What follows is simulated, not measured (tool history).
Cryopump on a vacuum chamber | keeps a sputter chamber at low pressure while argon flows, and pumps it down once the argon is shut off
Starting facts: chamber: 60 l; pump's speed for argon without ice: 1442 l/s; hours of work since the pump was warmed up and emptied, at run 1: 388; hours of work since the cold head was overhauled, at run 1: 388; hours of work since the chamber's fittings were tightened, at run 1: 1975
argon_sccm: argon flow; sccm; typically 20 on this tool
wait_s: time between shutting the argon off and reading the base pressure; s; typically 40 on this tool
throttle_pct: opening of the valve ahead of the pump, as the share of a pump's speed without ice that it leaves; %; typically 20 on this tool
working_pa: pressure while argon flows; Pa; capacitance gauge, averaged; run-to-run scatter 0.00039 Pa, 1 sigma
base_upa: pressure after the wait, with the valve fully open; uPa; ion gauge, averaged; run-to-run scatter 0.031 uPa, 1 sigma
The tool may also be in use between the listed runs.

run	hour	argon_sccm	wait_s	throttle_pct	hours of work since the pump was warmed up and emptied	hours of work since the cold head was overhauled	hours of work since the chamber's fittings were tightened	working_pa	base_upa
1	0.0	20	40	20	388	388	1975	0.1194	2.71
2	20.8	9	40	20	398	398	1985	0.0540	2.74
3	34.0	18	40	20	404	404	1991	0.1076	2.82
4	44.8	18	40	20	408	408	1996	0.1077	2.74
5	57.8	18	40	20	414	414	2001	0.1078	2.78
6	68.7	12	34	43	419	419	2006	0.0344	3.15
7	91.3	12	34	43	430	430	2017	0.0338	3.20
8	107.8	10	299	29	437	437	2024	0.0414	0.98
9	118.4	10	299	29	442	442	2029	0.0418	0.96
# hour 126.0: leaking fittings of the chamber tightened, without venting
10	132.0	10	299	29	447	447	3	0.0417	0.48

Below are 4 alternative next runs, each starting from the tool's condition after run 10. Predict each:
A	152.4	13	40	20	456	456	12	?	?
B	152.4	23	180	23	456	456	12	?	?
C	152.4	30	25	24	456	456	12	?	?
D	152.4	29	43	15	456	456	12	?	?

run	working_pa	base_upa
A	0.0777	2.30
B	0.1203	0.71
C	0.1504	3.51
D	0.2295	2.09
With no hidden state in the tool, these same runs would have given:
run	working_pa	base_upa
A	0.0760	2.28
B	0.1174	0.68
C	0.1466	3.49
D	0.2258	2.07
